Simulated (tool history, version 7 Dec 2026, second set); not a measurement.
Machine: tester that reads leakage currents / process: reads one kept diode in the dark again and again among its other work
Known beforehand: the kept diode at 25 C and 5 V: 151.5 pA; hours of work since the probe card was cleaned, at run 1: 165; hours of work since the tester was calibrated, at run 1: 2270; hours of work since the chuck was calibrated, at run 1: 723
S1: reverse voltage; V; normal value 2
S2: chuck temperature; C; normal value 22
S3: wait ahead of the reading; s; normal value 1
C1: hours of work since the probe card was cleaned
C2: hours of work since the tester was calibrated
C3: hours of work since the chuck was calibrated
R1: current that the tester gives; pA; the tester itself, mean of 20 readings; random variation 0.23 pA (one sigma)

{"run": 1, "hour": 0.0, "S1": 2, "S2": 22, "S3": 1, "C1": 165, "C2": 2270, "C3": 723, "R1": 86.88}
{"run": 2, "hour": 55.6, "S1": 2, "S2": 22, "S3": 1, "C1": 209, "C2": 2314, "C3": 767, "R1": 87.93}
{"run": 3, "hour": 116.3, "S1": 2, "S2": 22, "S3": 1, "C1": 257, "C2": 2362, "C3": 814, "R1": 89.06}
{"run": 4, "hour": 148.5, "S1": 2, "S2": 22, "S3": 1, "C1": 283, "C2": 2387, "C3": 840, "R1": 89.09}
{"run": 5, "hour": 200.5, "S1": 2, "S2": 21, "S3": 1, "C1": 323, "C2": 2428, "C3": 881, "R1": 82.85}
{"run": 6, "hour": 242.7, "S1": 2, "S2": 22, "S3": 2.75, "C1": 357, "C2": 2461, "C3": 914, "R1": 90.55}
{"hour": 276.0, "done": "tester calibrated"}
{"run": 7, "hour": 292.9, "S1": 2, "S2": 22, "S3": 1, "C1": 395, "C2": 13, "C3": 952, "R1": 89.42}
{"hour": 344.2, "done": "chuck's temperature calibrated"}
{"run": 8, "hour": 344.2, "S1": 6, "S2": 22, "S3": 2.02, "C1": 434, "C2": 52, "C3": 0, "R1": 130.33}
{"run": 9, "hour": 399.8, "S1": 6, "S2": 22, "S3": 2.02, "C1": 477, "C2": 96, "C3": 44, "R1": 132.25}
{"run": 10, "hour": 445.6, "S1": 5.18, "S2": 22, "S3": 2.81, "C1": 514, "C2": 132, "C3": 80, "R1": 123.89}
{"run": 11, "hour": 506.9, "S1": 3.58, "S2": 25, "S3": 1, "C1": 562, "C2": 180, "C3": 128, "R1": 134.56}
{"run": 12, "hour": 582.1, "S1": 19.06, "S2": 22, "S3": 0.69, "C1": 621, "C2": 240, "C3": 187, "R1": 252.67}
{"run": 13, "hour": 627.7, "S1": 9.4, "S2": 22, "S3": 1, "C1": 657, "C2": 276, "C3": 223, "R1": 174.82}
{"run": 14, "hour": 662.0, "S1": 3, "S2": 48, "S3": 1, "C1": 684, "C2": 303, "C3": 251, "R1": 773.55}

Each run again, without the hidden state but with its own random variation kept:
Hidden state present: stray current of the dirty probe card, pA a volt; current scale over the true one, %; true chuck temperature over the reading, C; drift of the gauge itself on leakage_pa, %.
run=1 R1=74.78
run=2 R1=74.97
run=3 R1=75.07
run=4 R1=74.67
run=5 R1=68.71
run=6 R1=74.6
run=7 R1=74.89
run=8 R1=127.6
run=9 R1=128.06
run=10 R1=119.16
run=11 R1=129.54
run=12 R1=229
run=13 R1=160.25
run=14 R1=744.71
